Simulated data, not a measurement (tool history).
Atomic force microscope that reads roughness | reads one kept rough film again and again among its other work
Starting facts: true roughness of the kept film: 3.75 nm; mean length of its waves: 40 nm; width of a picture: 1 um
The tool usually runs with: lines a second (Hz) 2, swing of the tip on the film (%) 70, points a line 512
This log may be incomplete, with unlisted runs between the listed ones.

run,hour,lines a second (Hz),swing of the tip on the film (%),points a line,roughness of the kept film (nm (root mean square))
1,0,2,70,512,3.27
2,69.8,2,70,512,3.272
3,122.9,2,70,512,3.272
# hour 174.8: new tip fitted
4,188.6,2,70,408,3.303
5,238.5,2,70,408,3.266
6,276.4,2,70,329,3.262
7,332.2,2,70,512,3.296
8,368.4,2,70,469,3.292
9,438.2,2,85,498,3.163

Run 10, settings as shown, results not yet in. Your forecast:
10,485.2,2,85,498,?

Logged for run 10: roughness of the kept film (nm (root mean square)) 3.132.
Were there no unlogged condition in the tool, this run, its random variation unchanged, would have produced roughness of the kept film (nm (root mean square)) 3.144.

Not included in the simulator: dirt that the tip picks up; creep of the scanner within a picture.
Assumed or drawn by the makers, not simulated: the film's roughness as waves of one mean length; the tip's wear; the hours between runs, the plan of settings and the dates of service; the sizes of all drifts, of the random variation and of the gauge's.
